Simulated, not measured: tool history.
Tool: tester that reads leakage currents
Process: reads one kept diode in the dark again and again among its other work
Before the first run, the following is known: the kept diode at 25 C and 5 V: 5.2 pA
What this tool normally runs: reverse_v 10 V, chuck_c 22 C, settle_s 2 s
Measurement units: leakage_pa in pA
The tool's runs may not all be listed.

Run 1, day 0: usual settings. Result: leakage_pa 8.19 pA.
Run 2, day 1.25: usual settings but reverse_v 2.9 V. Result: leakage_pa 3.65 pA.
Run 3, day 2.254: usual settings but reverse_v 2.9 V. Result: leakage_pa 3.74 pA.
Run 4, day 3.179: usual settings but reverse_v 2.9 V. Result: leakage_pa 3.65 pA.
Run 5, day 4.004: usual settings but reverse_v 2.9 V. Result: leakage_pa 3.66 pA.
Run 6, day 5.267: usual settings. Result: leakage_pa 8.26 pA.
Run 7, day 6.033: usual settings. Result: leakage_pa 8.18 pA.
Run 8, day 6.746: usual settings but chuck_c 60 C. Result: leakage_pa 84.21 pA.
Run 9, day 7.612: usual settings but chuck_c 60 C. Result: leakage_pa 84.54 pA.
Run 10, day 8.754: usual settings but settle_s 2.16 s. Result: leakage_pa 7.94 pA.
Run 11, day 10.038: usual settings but reverse_v 1.6 V, chuck_c 39 C, settle_s 2.16 s. Result: leakage_pa 7.93 pA.
Run 12, day 11.15: usual settings but reverse_v 1.6 V, chuck_c 39 C, settle_s 2.16 s. Result: leakage_pa 7.92 pA.
Run 13, day 11.921: usual settings but chuck_c 40 C. Result: leakage_pa 24.79 pA.

For run 14, what comes out?
Run 14, day 12.917: usual settings but chuck_c 40 C. Result: leakage_pa ?.

leakage_pa: 24.57 pA
If the tool had no hidden condition, the same run with the same run-to-run variation would have returned leakage_pa 24.55 pA.

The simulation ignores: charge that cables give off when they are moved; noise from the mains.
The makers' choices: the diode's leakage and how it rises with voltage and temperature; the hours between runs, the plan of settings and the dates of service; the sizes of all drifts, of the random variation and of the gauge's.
